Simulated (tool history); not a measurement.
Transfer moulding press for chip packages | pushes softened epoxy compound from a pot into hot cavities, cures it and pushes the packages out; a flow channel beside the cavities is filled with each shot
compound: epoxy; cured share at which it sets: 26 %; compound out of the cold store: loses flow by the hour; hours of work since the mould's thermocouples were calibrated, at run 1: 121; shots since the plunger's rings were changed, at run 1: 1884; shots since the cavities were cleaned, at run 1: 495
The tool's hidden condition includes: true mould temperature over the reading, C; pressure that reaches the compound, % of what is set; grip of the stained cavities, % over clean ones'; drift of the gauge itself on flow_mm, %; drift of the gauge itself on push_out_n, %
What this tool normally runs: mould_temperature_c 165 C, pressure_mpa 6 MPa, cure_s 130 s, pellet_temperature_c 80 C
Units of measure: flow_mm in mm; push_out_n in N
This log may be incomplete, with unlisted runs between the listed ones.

| run | hour | mould_temperature_c | pressure_mpa | cure_s | pellet_temperature_c | hours of work since the mould's thermocouples were calibrated | shots since the plunger's rings were changed | shots since the cavities were cleaned | incoming compound's hours out of the cold store | flow_mm | push_out_n |
|---|---|---|---|---|---|---|---|---|---|---|---|
| 1 | 0 | 165 | 6 | 130 | 80 | 121 | 1884 | 495 | 27.2 | 691 | 412 |
| 2 | 23.4 | 165 | 6 | 130 | 80 | 130 | 2021 | 632 | 10.4 | 734 | 407 |
| 3 | 48.9 | 165 | 6 | 130 | 80 | 141 | 2170 | 781 | 11.4 | 728 | 432 |
| 4 | 63.9 | 172 | 6 | 130 | 80 | 148 | 2257 | 868 | 8.9 | 718 | 360 |
| 5 | 79.2 | 172 | 6 | 130 | 80 | 154 | 2346 | 957 | 41.7 | 643 | 361 |
| 6 | 100.8 | 165 | 6 | 130 | 80 | 163 | 2472 | 1083 | 43.4 | 665 | 425 |
|  | 106.8 | cavities cleaned with cleaning compound and waxed |
| 7 | 123.4 | 167 | 6 | 130 | 80 | 172 | 2596 | 97 | 20.5 | 716 | 404 |
|  | 139.2 | plunger's sealing rings changed |
| 8 | 146 | 165 | 6 | 130 | 80 | 181 | 39 | 214 | 31.3 | 691 | 412 |
| 9 | 164 | 165 | 6 | 130 | 74 | 188 | 144 | 319 | 37.1 | 684 | 416 |
| 10 | 185 | 165 | 6 | 130 | 74 | 197 | 266 | 441 | 30.5 | 685 | 404 |
| 11 | 206.8 | 165 | 6 | 130 | 71 | 206 | 394 | 569 | 45.9 | 657 | 415 |
| 12 | 229 | 165 | 7 | 130 | 80 | 216 | 523 | 698 | 17.6 | 770 | 423 |
| 13 | 241.1 | 165 | 7 | 130 | 80 | 221 | 594 | 769 | 28.4 | 749 | 408 |
| 14 | 257 | 170 | 6.29 | 125 | 80 | 228 | 687 | 862 | 18.2 | 706 | 388 |
| 15 | 280.4 | 166 | 6 | 130 | 80 | 237 | 824 | 999 | 20.8 | 696 | 402 |
| 16 | 291.9 | 166 | 6 | 130 | 80 | 242 | 890 | 1065 | 32.9 | 677 | 389 |
|  | 299.2 | cavities cleaned with cleaning compound and waxed |
| 17 | 313.7 | 166 | 5.86 | 160 | 73 | 251 | 1009 | 84 | 29.8 | 674 | 366 |
| 18 | 331.3 | 166 | 6 | 130 | 80 | 258 | 1112 | 187 | 13.4 | 709 | 407 |
| 19 | 351.9 | 166 | 6 | 130 | 80 | 267 | 1232 | 307 | 18.3 | 708 | 405 |
| 20 | 373 | 166 | 6 | 130 | 80 | 276 | 1355 | 430 | 16.8 | 705 | 392 |
| 21 | 399.7 | 165 | 6 | 130 | 80 | 287 | 1511 | 586 | 26.4 | 693 | 406 |
| 22 | 417.4 | 172 | 6.3 | 130 | 80 | 295 | 1614 | 689 | 36.1 | 680 | 364 |
| 23 | 444.9 | 172 | 6.6 | 151 | 86 | 306 | 1775 | 850 | 36.9 | 689 | 362 |
| 24 | 460.4 | 172 | 6.6 | 151 | 86 | 313 | 1865 | 940 | 17.8 | 718 | 366 |

Consider 4 possible next runs. They are alternatives, not a sequence: every one starts from the tool as it was left by run 24. What does each give?
| A | 477.4 | 165 | 6 | 130 | 80 | 320 | 1965 | 1040 | 25.7 | ? | ? |
| B | 477.4 | 161 | 4.69 | 130 | 84 | 320 | 1965 | 1040 | 42.4 | ? | ? |
| C | 477.4 | 167 | 6.31 | 151 | 86 | 320 | 1965 | 1040 | 12.7 | ? | ? |
| D | 477.4 | 165 | 7.38 | 130 | 89 | 320 | 1965 | 1040 | 32 | ? | ? |

| run | flow_mm | push_out_n |
|---|---|---|
| A | 688 | 424 |
| B | 599 | 501 |
| C | 729 | 351 |
| D | 761 | 412 |
What these runs would have given with no unlogged condition in the tool:
| run | flow_mm | push_out_n |
|---|---|---|
| A | 689 | 420 |
| B | 599 | 497 |
| C | 729 | 348 |
| D | 761 | 408 |
